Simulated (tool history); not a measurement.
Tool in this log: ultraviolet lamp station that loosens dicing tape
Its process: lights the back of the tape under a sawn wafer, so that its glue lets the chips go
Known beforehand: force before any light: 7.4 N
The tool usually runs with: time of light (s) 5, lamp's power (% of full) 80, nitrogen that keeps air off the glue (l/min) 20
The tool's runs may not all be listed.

run    hour  time of light (s)  lamp's power (% of full)  nitrogen that keeps air off the glue (l/min)  force that peels the tape off (N)  light that reached the tape (J/m2)
  1     0.0                  5                        80                                            20                              0.185                                3580
  2    71.9                  5                        82                                            20                              0.175                                3610
  3   138.0                  5                        82                                            20                              0.176                                3590
  4   222.7                  5                        82                                            20                              0.179                                3560
  5   259.5                  5                        88                                            20                              0.158                                3750
  6   327.3                  5                        88                                            32                              0.120                                3730
  7   378.0                  5                        88                                            32                              0.130                                3700
  8   437.4                  5                        80                                            32                              0.167                                3340
  9   476.5                  5                        80                                            32                              0.171                                3290
 10   515.1                  5                        80                                            20                              0.235                                3270
 11   576.5                  5                        80                                            20                              0.236                                3190
 12   643.6                  5                        80                                            20                              0.208                                3370
 13   707.3                  5                        80                                            20                              0.227                                3410
 14   794.3                  5                        80                                            20                              0.224                                3310
 15   840.7                  5                        80                                            20                              0.232                                3270
 16   903.2                  5                        80                                            20                              0.240                                3230
 17   967.4                  5                        62                                            20                              0.474                                2520
 18  1016.2                  5                        62                                            20                              0.485                                2490
 19  1067.8                  5                        80                                             9                              0.458                                3200
 20  1116.9                  5                        80                                             9                              0.464                                3100
 21  1173.9                  5                        80                                            20                              0.256                                3090
 22  1235.8                  5                        80                                            20                              0.278                                3070
 23  1316.1                  5                        80                                            20                              0.295                                3050
 24  1399.4                  5                        78                                            15                              0.381                                2910
 25  1485.5                  6                        89                                            28                              0.122                                3880
 26  1557.2                  6                        89                                            28                              0.119                                3870
 27  1599.2                  6                        86                                            28                              0.126                                3820
 28  1675.4                  5                        80                                            12                              0.428                                2990
 29  1756.4                  4                        67                                             8                              1.342                                1960
 30  1830.8                  4                        67                                             8                              1.371                                1890
 31  1916.0                  6                        67                                             6                              0.788                                2850
 32  1992.0                  7                        67                                            20                              0.239                                3270
 33  2027.8                  7                        80                                            20                              0.147                                3930
 34  2070.7                  7                        82                                            13                              0.191                                3930
 35  2109.3                  4                        89                                             8                              0.920                                2440
 36  2174.5                  4                        89                                             8                              0.903                                2440
 37  2213.8                  4                        89                                             8                              0.965                                2400
 38  2276.2                  4                        76                                             8                              1.266                                2010
 39  2353.5                  8                        63                                            19                              0.240                                3310
 40  2412.8                  8                        63                                            19                              0.233                                3220
 41  2494.3                  8                        87                                            16                              0.128                                4360

Missing from the log above: 2 entries noted between runs. For each, name the pair of listed runs it sits between and say how the tool's hidden condition differs from the listed run just before to the listed run just after:
After run 11, before run 12: window cleaned of glue's vapour (hour 587.6)
  lamp's light, % of a new lamp's: 91.3 -> 90.5; light that the window lets through, % of a clean one's: 94.3 -> 99.6
  measured value less the no-hidden-state value, force that peels the tape off (N): +0.079 -> +0.052; light that reached the tape (J/m2): -530 -> -370
After run 26, before run 27: window cleaned of glue's vapour (hour 1569.5)
  lamp's light, % of a new lamp's: 80.9 -> 80.5; light that the window lets through, % of a clean one's: 94.7 -> 98.8
  measured value less the no-hidden-state value, force that peels the tape off (N): +0.044 -> +0.040; light that reached the tape (J/m2): -1180 -> -990

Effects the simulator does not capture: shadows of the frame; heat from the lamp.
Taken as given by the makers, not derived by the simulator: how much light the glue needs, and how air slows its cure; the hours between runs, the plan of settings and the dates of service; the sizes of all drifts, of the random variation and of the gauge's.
